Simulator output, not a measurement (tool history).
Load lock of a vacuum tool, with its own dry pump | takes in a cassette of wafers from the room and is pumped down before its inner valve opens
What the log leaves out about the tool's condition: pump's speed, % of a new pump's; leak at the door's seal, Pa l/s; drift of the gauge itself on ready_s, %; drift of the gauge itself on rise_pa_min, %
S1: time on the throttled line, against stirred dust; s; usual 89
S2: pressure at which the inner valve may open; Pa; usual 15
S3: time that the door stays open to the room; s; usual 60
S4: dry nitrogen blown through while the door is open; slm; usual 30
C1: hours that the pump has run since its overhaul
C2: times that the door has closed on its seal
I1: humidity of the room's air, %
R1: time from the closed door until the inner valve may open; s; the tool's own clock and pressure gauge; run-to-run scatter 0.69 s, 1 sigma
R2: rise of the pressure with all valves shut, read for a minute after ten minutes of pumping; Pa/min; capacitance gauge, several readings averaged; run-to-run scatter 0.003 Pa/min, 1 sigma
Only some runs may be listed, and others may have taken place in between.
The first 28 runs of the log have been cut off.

run 29 hour=6542.7 | S1=46 S2=15 S3=60 S4=8 | C1=13668 C2=44740 | I1=46.8 | R1=126.1 R2=0.403
run 30 hour=6846.2 | S1=46 S2=15 S3=60 S4=8 | C1=13972 C2=45769 | I1=41.4 | R1=126.3 R2=0.419
run 31 hour=7083.7 | S1=89 S2=15 S3=60 S4=30 | C1=14209 C2=46574 | I1=46.3 | R1=155.9 R2=0.419
run 32 hour=7405.8 | S1=79 S2=15 S3=161 S4=7 | C1=14531 C2=47666 | I1=45.0 | R1=150.6 R2=0.488
run 33 hour=7590.9 | S1=79 S2=15 S3=161 S4=7 | C1=14716 C2=48293 | I1=44.2 | R1=152.3 R2=0.490
run 34 hour=7889.0 | S1=114 S2=27 S3=60 S4=30 | C1=15014 C2=49304 | I1=44.7 | R1=168.8 R2=0.452
run 35 hour=8097.0 | S1=108 S2=15 S3=31 S4=5 | C1=15222 C2=50009 | I1=46.4 | R1=171.4 R2=0.463
run 36 hour=8329.4 | S1=89 S2=19 S3=228 S4=15 | C1=15455 C2=50797 | I1=47.8 | R1=156.0 R2=0.549

Predict each of these 3 candidate next runs independently; none follows another, all start after run 36:
run A hour=8515.9 | S1=89 S2=10 S3=48 S4=30 | C1=15641 C2=51429 | I1=44.9 | R1=? R2=?
run B hour=8515.9 | S1=89 S2=10 S3=68 S4=15 | C1=15641 C2=51429 | I1=46.2 | R1=? R2=?
run C hour=8515.9 | S1=89 S2=19 S3=228 S4=10 | C1=15641 C2=51429 | I1=45.4 | R1=? R2=?

run=A R1=164.4 R2=0.475
run=B R1=163.9 R2=0.500
run=C R1=155.9 R2=0.554
With the hidden condition removed and each run's random variation left untouched, the same runs would have given:
run=A R1=150.4 R2=0.033
run=B R1=150.0 R2=0.047
run=C R1=143.7 R2=0.099
